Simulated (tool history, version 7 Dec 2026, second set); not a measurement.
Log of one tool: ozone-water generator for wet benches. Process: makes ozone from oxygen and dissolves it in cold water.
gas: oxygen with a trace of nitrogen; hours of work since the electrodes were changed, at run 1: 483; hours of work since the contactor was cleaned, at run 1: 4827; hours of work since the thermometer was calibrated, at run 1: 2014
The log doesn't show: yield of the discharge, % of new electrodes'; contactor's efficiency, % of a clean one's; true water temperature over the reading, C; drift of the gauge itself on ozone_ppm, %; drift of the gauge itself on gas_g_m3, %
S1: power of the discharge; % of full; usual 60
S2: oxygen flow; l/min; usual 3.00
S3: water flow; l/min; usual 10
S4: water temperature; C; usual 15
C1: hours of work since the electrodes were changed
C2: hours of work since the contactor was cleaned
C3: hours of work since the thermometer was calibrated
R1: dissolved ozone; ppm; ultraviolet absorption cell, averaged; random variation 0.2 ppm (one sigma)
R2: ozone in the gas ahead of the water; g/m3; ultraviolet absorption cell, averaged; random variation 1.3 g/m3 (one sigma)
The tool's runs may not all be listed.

| run | day | S1 | S2 | S3 | S4 | C1 | C2 | C3 | R1 | R2 |
|---|---|---|---|---|---|---|---|---|---|---|
| 1 | 0.000 | 60 | 3.00 | 10 | 15 | 483 | 4827 | 2014 | 28.2 | 227.6 |
| 2 | 0.846 | 60 | 3.00 | 7 | 15 | 501 | 4845 | 2032 | 35.3 | 227.2 |
| 3 | 2.192 | 60 | 3.00 | 10 | 15 | 529 | 4874 | 2061 | 28.1 | 226.1 |
| 4 | 3.133 | 60 | 3.00 | 10 | 15 | 549 | 4894 | 2081 | 28.2 | 226.5 |
| 5 | 3.879 | 60 | 3.00 | 10 | 15 | 565 | 4910 | 2097 | 28.2 | 223.3 |
| 6 | 5.050 | 60 | 3.00 | 10 | 15 | 590 | 4935 | 2122 | 28.3 | 226.1 |
| 7 | 5.979 | 60 | 3.00 | 10 | 15 | 610 | 4955 | 2141 | 28.0 | 226.5 |
| 8 | 7.017 | 60 | 3.00 | 10 | 15 | 632 | 4977 | 2163 | 28.3 | 225.3 |
| 9 | 8.375 | 60 | 3.00 | 10 | 15 | 661 | 5006 | 2193 | 28.1 | 225.7 |
| 10 | 9.658 | 58 | 3.00 | 10 | 15 | 689 | 5034 | 2220 | 27.5 | 222.1 |
| 11 | 11.058 | 60 | 3.00 | 10 | 15 | 719 | 5063 | 2250 | 28.0 | 225.8 |
| 12 | 11.946 | 60 | 3.00 | 10 | 20 | 738 | 5082 | 2269 | 25.9 | 224.5 |
| 13 | 13.429 | 60 | 3.00 | 10 | 20 | 769 | 5114 | 2300 | 25.9 | 226.8 |
| 14 | 14.429 | 60 | 3.00 | 10 | 20 | 791 | 5135 | 2322 | 26.3 | 227.7 |
| 15 | 15.196 | 60 | 3.00 | 10 | 20 | 807 | 5152 | 2338 | 25.6 | 225.9 |
| 16 | 16.550 | 60 | 3.00 | 10 | 15 | 836 | 5181 | 2367 | 27.9 | 225.4 |
| 17 | 17.962 | 60 | 3.00 | 10 | 15 | 866 | 5211 | 2397 | 28.0 | 226.5 |
| 18 | 18.988 | 60 | 2.63 | 10 | 8 | 888 | 5233 | 2419 | 30.1 | 239.0 |
| 19 | 20.012 | 60 | 3.00 | 8 | 20 | 910 | 5255 | 2441 | 29.8 | 225.9 |
| 20 | 20.879 | 60 | 3.00 | 8 | 20 | 928 | 5273 | 2459 | 29.7 | 225.0 |
| 21 | 21.642 | 60 | 2.51 | 8 | 20 | 945 | 5289 | 2476 | 29.5 | 245.2 |
| 22 | 22.538 | 51 | 3.92 | 15 | 17 | 964 | 5309 | 2495 | 19.1 | 182.7 |
| 23 | 23.983 | 73 | 2.84 | 10 | 15 | 995 | 5339 | 2526 | 31.1 | 261.5 |
| 24 | 24.725 | 49 | 2.17 | 13 | 13 | 1010 | 5355 | 2542 | 19.0 | 228.6 |
| 25 | 25.917 | 54 | 2.03 | 8 | 14 | 1036 | 5381 | 2567 | 29.3 | 252.0 |
| 26 | 27.171 | 54 | 2.03 | 8 | 14 | 1063 | 5407 | 2594 | 29.6 | 249.1 |
| 27 | 28.196 | 54 | 2.29 | 7 | 10 | 1085 | 5429 | 2616 | 34.6 | 236.1 |
| 28 | 28.821 | 60 | 2.99 | 6 | 15 | 1098 | 5443 | 2629 | 38.0 | 226.6 |
| 29 | 29.646 | 63 | 1.98 | 6 | 7 | 1115 | 5460 | 2647 | 43.0 | 274.7 |
| 30 | 30.821 | 76 | 2.24 | 10 | 9 | 1141 | 5485 | 2672 | 33.0 | 294.1 |
| 31 | 32.108 | 69 | 3.00 | 8 | 13 | 1168 | 5513 | 2699 | 36.1 | 245.4 |
| 32 | 33.004 | 69 | 3.00 | 8 | 13 | 1187 | 5532 | 2718 | 35.6 | 244.8 |
| 33 | 34.021 | 60 | 2.03 | 10 | 9 | 1209 | 5554 | 2740 | 27.8 | 265.2 |

Measured less the same run without the tool's hidden state. The same run-to-run variation is in both; the gauge's scatter may not be:
| run | R1 | R2 |
|---|---|---|
| 1 | -1.3 | -1.8 |
| 2 | -1.6 | -1.9 |
| 3 | -1.4 | -2.0 |
| 4 | -1.5 | -2.1 |
| 5 | -1.5 | -2.1 |
| 6 | -1.4 | -2.3 |
| 7 | -1.4 | -2.3 |
| 8 | -1.5 | -2.4 |
| 9 | -1.6 | -2.6 |
| 10 | -1.5 | -2.5 |
| 11 | -1.5 | -2.8 |
| 12 | -1.4 | -2.9 |
| 13 | -1.5 | -3.1 |
| 14 | -1.5 | -3.2 |
| 15 | -1.5 | -3.2 |
| 16 | -1.7 | -3.4 |
| 17 | -1.7 | -3.5 |
| 18 | -1.8 | -3.8 |
| 19 | -1.8 | -3.7 |
| 20 | -1.7 | -3.8 |
| 21 | -1.8 | -4.2 |
| 22 | -1.3 | -2.8 |
| 23 | -2.1 | -5.3 |
| 24 | -1.3 | -3.6 |
| 25 | -1.7 | -4.5 |
| 26 | -1.8 | -4.5 |
| 27 | -2.1 | -4.3 |
| 28 | -2.3 | -4.6 |
| 29 | -2.6 | -5.8 |
| 30 | -2.3 | -7.2 |
| 31 | -2.5 | -5.9 |
| 32 | -2.5 | -5.9 |
| 33 | -1.9 | -6.0 |

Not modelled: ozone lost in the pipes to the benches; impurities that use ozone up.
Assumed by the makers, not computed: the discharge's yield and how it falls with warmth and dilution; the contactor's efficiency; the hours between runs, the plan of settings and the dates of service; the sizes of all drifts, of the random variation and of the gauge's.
